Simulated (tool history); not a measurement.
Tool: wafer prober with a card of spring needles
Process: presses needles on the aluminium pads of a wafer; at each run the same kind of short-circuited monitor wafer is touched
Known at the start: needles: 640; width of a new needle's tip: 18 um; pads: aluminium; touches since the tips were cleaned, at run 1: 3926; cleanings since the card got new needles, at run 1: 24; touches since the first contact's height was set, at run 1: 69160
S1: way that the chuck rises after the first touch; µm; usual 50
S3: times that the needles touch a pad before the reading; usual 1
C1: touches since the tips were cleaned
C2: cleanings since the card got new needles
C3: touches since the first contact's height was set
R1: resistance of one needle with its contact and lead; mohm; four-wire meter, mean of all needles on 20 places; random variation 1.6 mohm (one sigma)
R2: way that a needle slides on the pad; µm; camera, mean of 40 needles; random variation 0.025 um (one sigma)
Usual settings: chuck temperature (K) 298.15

Run 1, hour 0.0: usual settings; C1 3926; C2 24; C3 69160. Result: R1 158 mohm, R2 9.65 µm.
At hour 12.0: tips cleaned on abrasive film.
Run 2, hour 17.8: usual settings; C1 1729; C2 25; C3 74371. Result: R1 155 mohm, R2 9.63 µm.
At hour 37.0: tips cleaned on abrasive film.
Run 3, hour 37.0: usual settings; C1 0; C2 26; C3 79957. Result: R1 153 mohm, R2 9.64 µm.
Run 4, hour 53.8: usual settings; C1 4955; C2 26; C3 84912. Result: R1 156 mohm, R2 9.61 µm.
At hour 61.1: tips cleaned on abrasive film.
Run 5, hour 65.9: usual settings but S3 2; C1 1419; C2 27; C3 88437. Result: R1 157 mohm, R2 9.64 µm.
Run 6, hour 77.6: usual settings but S3 2; C1 4863; C2 27; C3 91881. Result: R1 153 mohm, R2 9.67 µm.
At hour 85.6: tips cleaned on abrasive film.
Run 7, hour 92.8: usual settings but S3 2; C1 2123; C2 28; C3 96299. Result: R1 158 mohm, R2 9.63 µm.
Run 8, hour 102.8: usual settings but S1 34 µm, S3 2; C1 5074; C2 28; C3 99250. Result: R1 166 mohm, R2 6.56 µm.
At hour 109.7: tips cleaned on abrasive film.
Run 9, hour 120.8: usual settings but S1 34 µm, S3 2; C1 3261; C2 29; C3 104511. Result: R1 167 mohm, R2 6.55 µm.
At hour 133.5: tips cleaned on abrasive film.
Run 10, hour 137.0: usual settings but S1 34 µm, S3 2; C1 1012; C2 30; C3 109226. Result: R1 168 mohm, R2 6.54 µm.
Run 11, hour 156.8: usual settings but S1 46 µm; C1 6825; C2 30; C3 115039. Result: R1 161 mohm, R2 8.86 µm.
At hour 158.8: tips cleaned on abrasive film.
Run 12, hour 170.0: usual settings but S1 46 µm; C1 3281; C2 31; C3 118886. Result: R1 159 mohm, R2 8.84 µm.
At hour 182.9: tips cleaned on abrasive film.
Run 13, hour 189.1: usual settings but S1 46 µm; C1 1821; C2 32; C3 124468. Result: R1 157 mohm, R2 8.89 µm.
At hour 191.5: height of the first contact set anew.
At hour 207.4: tips cleaned on abrasive film.
Run 14, hour 213.6: usual settings; C1 1813; C2 33; C3 6475. Result: R1 158 mohm, R2 9.63 µm.
Run 15, hour 224.0: usual settings; C1 4857; C2 33; C3 9519. Result: R1 158 mohm, R2 9.66 µm.
At hour 231.2: tips cleaned on abrasive film.
Run 16, hour 240.4: usual settings; C1 2727; C2 34; C3 14326. Result: R1 158 mohm, R2 9.69 µm.
At hour 255.4: tips cleaned on abrasive film.
Run 17, hour 255.5: usual settings; C1 18; C2 35; C3 18718. Result: R1 153 mohm, R2 9.64 µm.
Run 18, hour 272.6: usual settings but chuck temperature (K) 388.15; C1 5053; C2 35; C3 23753. Result: R1 176 mohm, R2 9.63 µm.

Run 19 comes next. What will it give?
At hour 278.9: tips cleaned on abrasive film.
Run 19, hour 296.6: usual settings but S1 33 µm, chuck temperature (K) 394.15; C1 5189; C2 36; C3 30760. Result: R1 ?, R2 ?.

R1: 191 mohm
R2: 6.36 µm
Without the tool's hidden state the same run would have given R1 191 mohm, R2 6.36 µm.
